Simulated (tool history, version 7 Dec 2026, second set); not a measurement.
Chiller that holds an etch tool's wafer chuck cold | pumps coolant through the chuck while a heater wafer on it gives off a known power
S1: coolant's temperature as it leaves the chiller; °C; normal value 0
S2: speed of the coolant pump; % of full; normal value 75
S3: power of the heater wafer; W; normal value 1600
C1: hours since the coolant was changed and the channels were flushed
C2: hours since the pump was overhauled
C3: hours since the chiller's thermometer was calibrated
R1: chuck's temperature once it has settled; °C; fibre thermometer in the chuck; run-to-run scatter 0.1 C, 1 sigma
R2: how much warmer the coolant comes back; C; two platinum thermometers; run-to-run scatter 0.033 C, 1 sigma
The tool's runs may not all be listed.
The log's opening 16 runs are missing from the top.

run   hour  S1  S2    S3    C1    C2    C3    R1    R2
 17  498.3   5  78  1330  2136  1616  1542  13.9  3.52
 18  530.4   5  78  1330  2169  1648  1574  14.2  3.48
 19  549.8  -5  74  1868  2188  1668  1593   8.3  5.24
 20  582.8  -5  74  1868  2221  1701  1626   8.3  5.18
 21  624.8   6  74  1796  2263  1743  1668  18.7  4.99
 22  652.7   6  74  1796  2291  1771  1696  18.7  4.96
 23  678.4  -2  63   827  2317  1797  1722   4.7  2.50
 24  713.4   4  64  2061  2352  1832  1757  20.4  6.71
 25  753.2   4  64  2061  2391  1871  1797  20.3  6.65
 26  776.6   8  74  1968  2415  1895  1820  21.8  5.41
 27  803.8   8  74  1968  2442  1922  1847  22.0  5.38
 28  830.2   5  75  1600  2468  1948  1874  16.1  4.25
 29  868.5  -2  69   895  2507  1987  1912   4.7  2.41
     888.5  -- gauge calibrated
 30  889.5   3  96   895  2528  2008  1933   8.1  2.07
 31  929.0   3  75   895  2567  2047  1973   9.2  2.56
 32  954.1   3  75   895  2592  2072  1998   9.4  2.62

Branching from run 32: 4 alternative next runs. What would each branch give?
  A  993.4   0  69  1600  2632  2112  2037   ?   ?
  B  993.4   0  75  1960  2632  2112  2037   ?   ?
  C  993.4  -3  72  1574  2632  2112  2037   ?   ?
  D  993.4   6  94   895  2632  2112  2037   ?   ?

run    R1    R2
  A  12.0  4.99
  B  13.7  5.65
  C   8.3  4.72
  D  11.3  2.02
Without the tool's unlogged condition, the same runs would have read:
run    R1    R2
  A  12.0  5.04
  B  13.6  5.70
  C   8.2  4.77
  D  11.3  2.07
